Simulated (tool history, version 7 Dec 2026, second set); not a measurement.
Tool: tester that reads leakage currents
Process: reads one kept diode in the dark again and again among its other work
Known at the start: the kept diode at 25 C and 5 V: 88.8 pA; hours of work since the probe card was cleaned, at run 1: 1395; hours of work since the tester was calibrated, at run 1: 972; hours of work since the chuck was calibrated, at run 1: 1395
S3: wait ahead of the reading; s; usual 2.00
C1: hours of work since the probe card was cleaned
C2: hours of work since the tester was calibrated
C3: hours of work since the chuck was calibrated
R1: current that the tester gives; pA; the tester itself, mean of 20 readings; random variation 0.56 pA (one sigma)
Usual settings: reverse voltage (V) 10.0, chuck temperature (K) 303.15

{"run": 1, "hour": 0.0, "reverse voltage (V)": 10.0, "chuck temperature (K)": 303.15, "S3": 2.0, "C1": 1395, "C2": 972, "C3": 1395, "R1": 178.16}
{"run": 2, "hour": 170.5, "reverse voltage (V)": 10.0, "chuck temperature (K)": 303.15, "S3": 2.0, "C1": 1524, "C2": 1100, "C3": 1524, "R1": 177.7}
{"run": 3, "hour": 344.7, "reverse voltage (V)": 5.5, "chuck temperature (K)": 303.15, "S3": 2.0, "C1": 1655, "C2": 1231, "C3": 1655, "R1": 130.94}
{"run": 4, "hour": 527.6, "reverse voltage (V)": 5.5, "chuck temperature (K)": 303.15, "S3": 2.0, "C1": 1793, "C2": 1369, "C3": 1793, "R1": 129.72}
{"run": 5, "hour": 664.2, "reverse voltage (V)": 3.0, "chuck temperature (K)": 303.15, "S3": 2.0, "C1": 1896, "C2": 1472, "C3": 1896, "R1": 97.08}
{"run": 6, "hour": 862.3, "reverse voltage (V)": 3.0, "chuck temperature (K)": 303.15, "S3": 2.0, "C1": 2046, "C2": 1622, "C3": 2046, "R1": 95.92}
{"hour": 1041.4, "done": "probe card cleaned and baked"}
{"run": 7, "hour": 1062.1, "reverse voltage (V)": 10.0, "chuck temperature (K)": 303.15, "S3": 1.68, "C1": 16, "C2": 1770, "C3": 2194, "R1": 159.06}
{"hour": 1103.1, "done": "chuck's temperature calibrated"}
{"run": 8, "hour": 1218.6, "reverse voltage (V)": 10.0, "chuck temperature (K)": 303.15, "S3": 1.68, "C1": 132, "C2": 1887, "C3": 87, "R1": 183.15}
{"run": 9, "hour": 1380.7, "reverse voltage (V)": 10.0, "chuck temperature (K)": 303.15, "S3": 1.68, "C1": 254, "C2": 2009, "C3": 209, "R1": 182.02}
{"run": 10, "hour": 1499.8, "reverse voltage (V)": 9.8, "chuck temperature (K)": 303.15, "S3": 2.0, "C1": 344, "C2": 2099, "C3": 299, "R1": 179.83}
{"run": 11, "hour": 1672.4, "reverse voltage (V)": 9.8, "chuck temperature (K)": 303.15, "S3": 2.0, "C1": 474, "C2": 2229, "C3": 429, "R1": 178.3}
{"run": 12, "hour": 1835.6, "reverse voltage (V)": 9.8, "chuck temperature (K)": 303.15, "S3": 2.0, "C1": 597, "C2": 2352, "C3": 552, "R1": 177.36}
{"run": 13, "hour": 2034.8, "reverse voltage (V)": 10.0, "chuck temperature (K)": 305.15, "S3": 2.0, "C1": 748, "C2": 2502, "C3": 703, "R1": 207.83}
{"run": 14, "hour": 2236.6, "reverse voltage (V)": 4.1, "chuck temperature (K)": 319.15, "S3": 0.38, "C1": 900, "C2": 2654, "C3": 855, "R1": 390.37}
{"run": 15, "hour": 2354.4, "reverse voltage (V)": 4.1, "chuck temperature (K)": 319.15, "S3": 0.38, "C1": 989, "C2": 2743, "C3": 944, "R1": 387.04}
{"run": 16, "hour": 2451.1, "reverse voltage (V)": 4.1, "chuck temperature (K)": 300.15, "S3": 1.68, "C1": 1062, "C2": 2816, "C3": 1017, "R1": 90.13}
{"run": 17, "hour": 2569.0, "reverse voltage (V)": 4.1, "chuck temperature (K)": 300.15, "S3": 1.68, "C1": 1150, "C2": 2905, "C3": 1105, "R1": 90.18}
{"run": 18, "hour": 2682.7, "reverse voltage (V)": 2.2, "chuck temperature (K)": 296.15, "S3": 2.5, "C1": 1236, "C2": 2991, "C3": 1191, "R1": 48.04}
{"run": 19, "hour": 2884.7, "reverse voltage (V)": 1.2, "chuck temperature (K)": 304.15, "S3": 2.0, "C1": 1389, "C2": 3143, "C3": 1344, "R1": 68.05}
{"run": 20, "hour": 2980.0, "reverse voltage (V)": 11.3, "chuck temperature (K)": 298.15, "S3": 1.07, "C1": 1460, "C2": 3215, "C3": 1415, "R1": 126.26}

Run 21 comes next. What will it give?
{"run": 21, "hour": 3158.5, "reverse voltage (V)": 11.3, "chuck temperature (K)": 298.15, "S3": 1.07, "C1": 1595, "C2": 3350, "C3": 1550, "R1": "?"}

{"run 21": {"R1": 126.51}}
Without the tool's hidden state the same run would have given R1 131.78 pA.
